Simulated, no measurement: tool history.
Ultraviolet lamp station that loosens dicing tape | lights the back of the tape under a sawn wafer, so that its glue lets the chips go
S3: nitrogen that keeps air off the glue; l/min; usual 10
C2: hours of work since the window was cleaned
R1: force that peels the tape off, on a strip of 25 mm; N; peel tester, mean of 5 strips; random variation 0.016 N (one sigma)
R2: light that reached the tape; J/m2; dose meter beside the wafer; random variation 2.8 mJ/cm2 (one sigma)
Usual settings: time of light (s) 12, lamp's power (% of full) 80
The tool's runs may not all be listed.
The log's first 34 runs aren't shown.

run 35 hour=2163.0 | time_of_light_(s)=9 lamp's_power_(%_of_full)=65 S3=16 | hours_of_work_of_the_lamp=59 C2=390 | R1=2.038 R2=2080
run 36 hour=2200.1 | time_of_light_(s)=12 lamp's_power_(%_of_full)=80 S3=11 | hours_of_work_of_the_lamp=85 C2=417 | R1=0.979 R2=3250
run 37 hour=2251.7 | time_of_light_(s)=17 lamp's_power_(%_of_full)=80 S3=4 | hours_of_work_of_the_lamp=122 C2=453 | R1=0.954 R2=4610
run 38 hour=2312.8 | time_of_light_(s)=13 lamp's_power_(%_of_full)=61 S3=4 | hours_of_work_of_the_lamp=165 C2=497 | R1=2.659 R2=2620
run 39 hour=2359.7 | time_of_light_(s)=7 lamp's_power_(%_of_full)=92 S3=5 | hours_of_work_of_the_lamp=199 C2=530 | R1=3.332 R2=2120
run 40 hour=2407.0 | time_of_light_(s)=20 lamp's_power_(%_of_full)=74 S3=5 | hours_of_work_of_the_lamp=232 C2=564 | R1=0.741 R2=4670
run 41 hour=2448.2 | time_of_light_(s)=13 lamp's_power_(%_of_full)=86 S3=12 | hours_of_work_of_the_lamp=262 C2=593 | R1=0.807 R2=3580
run 42 hour=2505.4 | time_of_light_(s)=21 lamp's_power_(%_of_full)=80 S3=14 | hours_of_work_of_the_lamp=302 C2=634 | R1=0.303 R2=5220

5 ways to go on from here, each from the tool as it stands after run 42. What would each give?
-- hour=2528.0 window cleaned of glue's vapour
run A hour=2584.1 | time_of_light_(s)=15 lamp's_power_(%_of_full)=70 S3=10 | hours_of_work_of_the_lamp=358 C2=40 | R1=? R2=?
-- hour=2528.0 window cleaned of glue's vapour
run B hour=2584.1 | time_of_light_(s)=12 lamp's_power_(%_of_full)=83 S3=4 | hours_of_work_of_the_lamp=358 C2=40 | R1=? R2=?
-- hour=2528.0 window cleaned of glue's vapour
run C hour=2584.1 | time_of_light_(s)=20 lamp's_power_(%_of_full)=86 S3=16 | hours_of_work_of_the_lamp=358 C2=40 | R1=? R2=?
-- hour=2528.0 window cleaned of glue's vapour
run D hour=2584.1 | time_of_light_(s)=15 lamp's_power_(%_of_full)=84 S3=3 | hours_of_work_of_the_lamp=358 C2=40 | R1=? R2=?
-- hour=2528.0 window cleaned of glue's vapour
run E hour=2584.1 | time_of_light_(s)=14 lamp's_power_(%_of_full)=89 S3=18 | hours_of_work_of_the_lamp=358 C2=40 | R1=? R2=?

run=A R1=0.712 R2=3900
run=B R1=1.529 R2=3720
run=C R1=0.211 R2=6320
run=D R1=1.139 R2=4670
run=E R1=0.347 R2=4640
Without the tool's hidden state the same runs would have given:
run=A R1=0.609 R2=4170
run=B R1=1.339 R2=3980
run=C R1=0.198 R2=6760
run=D R1=0.985 R2=4990
run=E R1=0.302 R2=4960

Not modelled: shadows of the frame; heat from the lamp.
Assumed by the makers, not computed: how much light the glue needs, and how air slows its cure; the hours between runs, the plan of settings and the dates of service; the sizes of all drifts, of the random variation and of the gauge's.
